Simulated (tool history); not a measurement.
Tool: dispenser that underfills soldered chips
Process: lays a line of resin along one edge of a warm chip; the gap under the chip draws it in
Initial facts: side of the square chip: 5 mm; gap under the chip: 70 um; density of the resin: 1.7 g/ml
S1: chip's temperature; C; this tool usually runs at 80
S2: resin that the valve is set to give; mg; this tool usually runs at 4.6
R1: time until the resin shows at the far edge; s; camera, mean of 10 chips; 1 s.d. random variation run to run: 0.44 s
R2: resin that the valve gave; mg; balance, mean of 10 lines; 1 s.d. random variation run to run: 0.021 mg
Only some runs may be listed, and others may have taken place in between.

run  hour  S1    S2    R1    R2
  1     0  80   4.6    38  4.54
  2   2.4  80  5.25  40.9  5.16
  3   5.5  80   4.3  45.1  4.25
      7.7  -- new syringe of resin
  4   9.3  80   4.3  34.7  4.22
  5  13.6  80  3.93  41.2  3.85
  6  18.7  80  3.93  49.9  3.85
     19.7  -- new syringe of resin
  7  21.5  80  3.93  36.1  3.83
  8  25.2  92   4.6  25.7  4.48
  9  29.9  92   4.6  30.6  4.47
       32  -- new syringe of resin
 10  35.5  92   4.6  24.7  4.45
 11  40.7  80  5.42    45  5.27
     44.1  -- new syringe of resin
 12  45.7  71  5.42  47.5  5.27
 13  49.9  80   4.6  41.1  4.47
 14  55.3  78  4.36  53.3  4.25
     56.1  -- new syringe of resin
 15  59.9  80   4.5    38  4.34
 16  63.9  80   4.5  43.9  4.38
     68.3  -- new syringe of resin
 17  69.6  81  4.77  32.9  4.58
 18  74.3  83  5.52  36.2  5.28
 19  76.5  67  4.35  73.6  4.16
     80.3  -- new syringe of resin
 20  80.4  80  5.36  33.4  5.11
 21  84.5  86  4.87  31.3  4.62
 22  86.7  86  4.87  33.8  4.64
 23  90.9  68  4.34  77.1   4.1
     92.4  -- new syringe of resin
 24  93.7  68  5.66  53.9   5.4
 25  96.6  90  5.45  26.5  5.15
 26   101  86  5.36  35.2  5.07

Consider 3 possible next runs. They are alternatives, not a sequence: every one starts from the tool as it was left by run 26. What does each give?
     104.5  -- new syringe of resin
      107  -- dispensing valve cleaned and set on the balance
  A   107  87  4.83   ?   ?
     104.5  -- new syringe of resin
      107  -- dispensing valve cleaned and set on the balance
  B   107  76  4.03   ?   ?
     104.5  -- new syringe of resin
      107  -- dispensing valve cleaned and set on the balance
  C   107  90  5.44   ?   ?

run    R1    R2
  A  27.1   4.8
  B  41.6  3.98
  C    24  5.45
Without the tool's hidden state the same runs would have given:
run    R1    R2
  A  25.1  4.81
  B  38.4  3.99
  C  22.3  5.45

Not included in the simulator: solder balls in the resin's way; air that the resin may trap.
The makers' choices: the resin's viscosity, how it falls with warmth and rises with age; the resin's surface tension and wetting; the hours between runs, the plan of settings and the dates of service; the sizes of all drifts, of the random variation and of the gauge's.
